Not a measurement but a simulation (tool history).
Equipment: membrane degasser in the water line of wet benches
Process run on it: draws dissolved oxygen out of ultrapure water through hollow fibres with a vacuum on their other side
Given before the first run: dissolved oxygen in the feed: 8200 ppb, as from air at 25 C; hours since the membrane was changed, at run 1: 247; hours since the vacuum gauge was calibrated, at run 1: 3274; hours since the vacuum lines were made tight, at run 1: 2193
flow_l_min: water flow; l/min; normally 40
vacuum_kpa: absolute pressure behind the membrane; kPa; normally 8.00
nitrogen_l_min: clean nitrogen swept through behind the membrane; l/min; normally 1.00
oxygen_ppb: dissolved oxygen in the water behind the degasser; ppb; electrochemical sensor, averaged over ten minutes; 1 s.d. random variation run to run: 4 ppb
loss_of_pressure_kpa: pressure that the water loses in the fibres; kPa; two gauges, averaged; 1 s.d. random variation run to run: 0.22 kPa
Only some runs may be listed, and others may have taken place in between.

run	hour	flow_l_min	vacuum_kpa	nitrogen_l_min	hours since the membrane was changed	hours since the vacuum gauge was calibrated	hours since the vacuum lines were made tight	oxygen_ppb	loss_of_pressure_kpa
1	0.0	40	8.00	1.00	247	3274	2193	409.2	52.05
2	73.6	40	8.00	1.00	321	3348	2267	421.9	51.78
3	135.7	40	8.00	1.00	383	3410	2329	418.8	51.89
4	178.5	40	8.00	1.00	426	3452	2372	418.7	52.13
5	256.7	40	8.00	1.00	504	3531	2450	413.1	52.29
6	299.9	26	8.00	1.00	547	3574	2493	285.4	34.09
7	358.7	26	8.00	1.00	606	3633	2552	279.6	33.66
8	411.2	40	8.00	1.00	659	3685	2604	418.2	52.08
9	477.0	40	8.00	1.00	724	3751	2670	416.0	52.54
# hour 489.5: vacuum gauge calibrated
10	556.7	40	8.00	0.73	804	67	2749	535.2	52.14
11	625.5	40	14.12	1.00	872	136	2818	851.2	52.22
# hour 663.5: vacuum gauge calibrated, once more
12	700.3	40	14.12	0.48	947	37	2892	1344.7	52.67
13	769.3	40	14.12	0.48	1016	106	2961	1360.9	52.22
14	824.4	40	8.00	2.14	1071	161	3016	230.6	52.36
15	884.1	40	8.00	2.14	1130	221	3076	229.3	52.08
16	927.3	28	8.00	1.00	1174	264	3119	287.4	36.14
17	1004.5	39	13.24	1.00	1251	341	3197	759.7	51.80
18	1071.9	49	13.24	0.42	1318	408	3264	1556.2	64.20
19	1142.1	34	5.29	0.47	1388	479	3334	273.8	44.63
20	1219.3	34	6.93	0.47	1466	556	3411	465.0	44.51
21	1256.0	34	6.93	0.47	1502	592	3448	461.8	44.72
22	1302.7	27	4.99	1.00	1549	639	3495	113.6	35.83
23	1345.0	40	10.89	2.08	1591	681	3537	344.7	52.59
24	1419.2	40	10.89	2.08	1666	756	3611	349.1	52.41
25	1463.6	40	10.89	2.08	1710	800	3656	358.6	52.65
26	1510.3	40	10.89	2.08	1757	847	3702	356.6	52.49
27	1584.6	40	10.89	2.08	1831	921	3777	355.2	52.58
28	1642.8	40	10.89	2.08	1889	979	3835	360.4	52.92
29	1710.2	40	10.89	2.08	1957	1047	3902	356.7	52.84
30	1747.2	40	16.84	0.42	1994	1084	3939	1775.1	52.65
31	1785.8	40	16.84	0.42	2032	1122	3978	1773.5	52.59

Branching from run 31: 3 alternative next runs. What would each branch give?
A	1851.4	28	8.00	1.00	2098	1188	4043	?	?
B	1851.4	40	5.71	1.00	2098	1188	4043	?	?
C	1851.4	40	18.14	0.51	2098	1188	4043	?	?

run	oxygen_ppb	loss_of_pressure_kpa
A	292.5	37.07
B	237.4	52.62
C	1723.8	52.45
The same runs, with their run-to-run variation unchanged, on a tool lacking any hidden condition would have given:
run	oxygen_ppb	loss_of_pressure_kpa
A	287.1	36.55
B	230.0	51.87
C	1721.2	51.71

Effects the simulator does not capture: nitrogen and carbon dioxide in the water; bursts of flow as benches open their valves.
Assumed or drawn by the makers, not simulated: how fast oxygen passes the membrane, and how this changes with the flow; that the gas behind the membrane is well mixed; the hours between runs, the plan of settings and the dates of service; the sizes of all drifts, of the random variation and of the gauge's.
